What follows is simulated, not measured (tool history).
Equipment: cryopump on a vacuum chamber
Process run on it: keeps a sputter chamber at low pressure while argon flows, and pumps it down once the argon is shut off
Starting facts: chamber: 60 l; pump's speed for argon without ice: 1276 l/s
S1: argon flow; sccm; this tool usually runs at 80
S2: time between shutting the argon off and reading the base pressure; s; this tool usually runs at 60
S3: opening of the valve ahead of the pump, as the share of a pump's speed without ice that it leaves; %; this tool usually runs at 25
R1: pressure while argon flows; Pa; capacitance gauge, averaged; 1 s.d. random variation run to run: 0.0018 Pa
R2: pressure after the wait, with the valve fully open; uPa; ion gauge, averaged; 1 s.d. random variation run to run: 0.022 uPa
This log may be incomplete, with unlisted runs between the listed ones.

run    day   S1   S2  S3      R1    R2
  1  0.000   80   60  25  0.4251  3.51
  2  0.283   80   60  25  0.4254  3.45
  3  0.708   80   60  25  0.4274  3.53
  4  1.083   80   60  25  0.4279  3.53
  5  1.654   80   60  22  0.4833  3.48
  6  2.100  146   60  22  0.8915  3.40
  7  2.375  146   60  22  0.8879  3.57
  8  3.025   34   54  24  0.1900  3.58
  9  3.367   80  116  25  0.4265  3.39
 10  3.908   80  204  19  0.5648  3.34

Branching from run 10: 4 alternative next runs. What would each branch give?
  A  4.208  38  204  28   ?   ?
  B  4.208  84   54  20   ?   ?
  C  4.208  80   60  19   ?   ?
  D  4.208  57  244  19   ?   ?

run      R1    R2
  A  0.1828  3.23
  B  0.5635  3.70
  C  0.5601  3.65
  D  0.4021  3.24
What these runs would have given with no unlogged condition in the tool:
run      R1    R2
  A  0.1804  0.36
  B  0.5582  0.78
  C  0.5551  0.68
  D  0.3985  0.33

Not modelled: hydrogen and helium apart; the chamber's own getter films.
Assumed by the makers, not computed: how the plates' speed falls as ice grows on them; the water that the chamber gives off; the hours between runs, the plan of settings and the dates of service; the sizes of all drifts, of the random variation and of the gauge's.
